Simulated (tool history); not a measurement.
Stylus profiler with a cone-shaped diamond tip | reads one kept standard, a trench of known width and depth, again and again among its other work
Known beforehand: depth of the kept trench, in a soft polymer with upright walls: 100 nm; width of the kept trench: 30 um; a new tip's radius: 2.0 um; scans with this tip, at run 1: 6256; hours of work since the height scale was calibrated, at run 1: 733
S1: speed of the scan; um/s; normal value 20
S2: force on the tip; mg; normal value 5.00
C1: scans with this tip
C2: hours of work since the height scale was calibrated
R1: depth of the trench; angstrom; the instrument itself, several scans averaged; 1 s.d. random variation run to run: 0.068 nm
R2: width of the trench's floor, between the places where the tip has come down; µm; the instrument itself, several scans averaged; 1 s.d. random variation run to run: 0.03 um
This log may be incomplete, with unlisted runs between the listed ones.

run    hour  S1     S2     C1    C2      R1     R2
  1     0.0  20   5.00   6256   733  1018.3  28.31
  2    91.8  20   5.00   6663   780  1017.9  28.37
  3   164.5  47   5.00   6986   818  1018.1  28.32
  4   220.5  20   3.87   7235   847  1013.5  28.33
  5   277.0  20   3.87   7485   877  1014.5  28.29
  6   383.8  20   4.00   7960   932  1013.6  28.27
  7   466.3   5   5.00   8326   975  1016.2  28.31
  8   577.5  20   5.00   8820  1033  1017.2  28.24
  9   632.6  20   5.00   9064  1061  1015.6  28.20
 10   743.7  21   5.00   9558  1119  1016.0  28.23
 11   845.7   7   5.00  10011  1172  1016.5  28.21
 12   920.0  20   5.00  10341  1211  1015.7  28.14
 13   994.5  48   5.46  10671  1250  1016.5  28.17
     1071.1  -- height scale calibrated on a step standard
 14  1091.8  48   5.46  11101    11  1022.5  28.13
 15  1203.7  48   5.46  11598    69  1022.1  28.10
 16  1255.3  31   4.67  11827    96  1019.9  28.08
 17  1325.7  31   4.67  12140   132  1020.5  28.12
 18  1378.0  31   5.80  12372   160  1022.2  28.04
 19  1487.5   6   8.63  12858   217  1028.9  28.08
 20  1568.7   6   8.63  13219   259  1028.8  28.06
 21  1662.5  13   5.47  13635   308  1020.8  28.00
 22  1758.2  11   5.47  14060   357  1021.5  28.03
 23  1878.2  43  11.39  14593   420  1033.8  28.01
 24  1972.8  30  11.83  15013   469  1035.7  27.91

What if the next run were any one of these 4? Each begins from the tool's condition after run 24:
     2025.0  -- new tip fitted, height scale calibrated
  A  2052.7  29   8.96  123  14   ?   ?
     2025.0  -- new tip fitted, height scale calibrated
  B  2052.7  71  11.83  123  14   ?   ?
     2025.0  -- new tip fitted, height scale calibrated
  C  2052.7  20  14.99  123  14   ?   ?
     2025.0  -- new tip fitted, height scale calibrated
  D  2052.7  30   2.34  123  14   ?   ?

run      R1     R2
  A  1029.8  28.72
  B  1036.5  28.68
  C  1043.2  28.72
  D  1012.3  28.65
Take away the tool's hidden state, keep each run's random variation, and the runs would have read:
run      R1     R2
  A  1030.2  28.74
  B  1036.8  28.70
  C  1043.5  28.73
  D  1012.6  28.66
